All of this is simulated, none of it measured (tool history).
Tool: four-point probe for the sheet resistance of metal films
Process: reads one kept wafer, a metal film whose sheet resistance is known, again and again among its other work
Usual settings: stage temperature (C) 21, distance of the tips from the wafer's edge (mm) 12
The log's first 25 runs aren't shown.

run     day  stage temperature (C)  distance of the tips from the wafer's edge (mm)  touches since the probe head was changed  hours of work since the stage's thermometer was calibrated  sheet resistance as the instrument gives it (ohm/square)
 26  51.338                     23                                               20                                     49779                                                        1388                                                  2.379872
 27  54.467                     19                                                4                                     51907                                                        1426                                                  2.397151
 28  56.483                     25                                               35                                     53282                                                        1450                                                  2.379445
 29  59.175                     35                                                5                                     55116                                                        1483                                                  2.394245
 30  61.325                     35                                                5                                     56580                                                        1509                                                  2.394219
 31  63.817                     30                                                4                                     58278                                                        1539                                                  2.398383
 32  65.133                     22                                               46                                     59174                                                        1555                                                  2.375636
 33  67.146                     22                                               46                                     60546                                                        1579                                                  2.375349
 34  69.229                     22                                                4                                     61965                                                        1604                                                  2.393665
 35   70.65                     21                                               24                                     62932                                                        1622                                                  2.373794
 36  73.433                     27                                               12                                     64827                                                        1655                                                  2.376619
 37  76.312                     32                                                5                                     66790                                                        1690                                                  2.388222
 38  78.783                     28                                               60                                     68472                                                        1720                                                  2.373002
 39  81.171                     28                                               60                                     70100                                                        1749                                                  2.372401
 40  82.717                     30                                                3                                     71152                                                        1767                                                  2.408902
     82.892  -- new probe head fitted
 41  84.588                     21                                                9                                      1154                                                        1790                                                  2.406507
 42  87.283                     21                                               48                                      2990                                                        1822                                                  2.401748
 43  89.817                     26                                               21                                      4715                                                        1853                                                   2.40348
 44  92.504                     28                                                5                                      6545                                                        1885                                                   2.41599
 45  95.175                     19                                                8                                      8366                                                        1917                                                  2.403974
 46  96.675                     19                                                8                                      9387                                                        1936                                                  2.402121

3 ways to go on from here, each from the tool as it stands after run 46. What would each give?
  A  98.425                     19                                               14                                     10579                                                        1957                                                         ?
  B  98.425                     23                                               11                                     10579                                                        1957                                                         ?
  C  98.425                     21                                               67                                     10579                                                        1957                                                         ?

run  sheet resistance as the instrument gives it (ohm/square)
  A                                                  2.398804
  B                                                  2.402513
  C                                                  2.397655
Without the tool's hidden state the same runs would have given:
run  sheet resistance as the instrument gives it (ohm/square)
  A                                                  2.409165
  B                                                  2.412846
  C                                                   2.40799
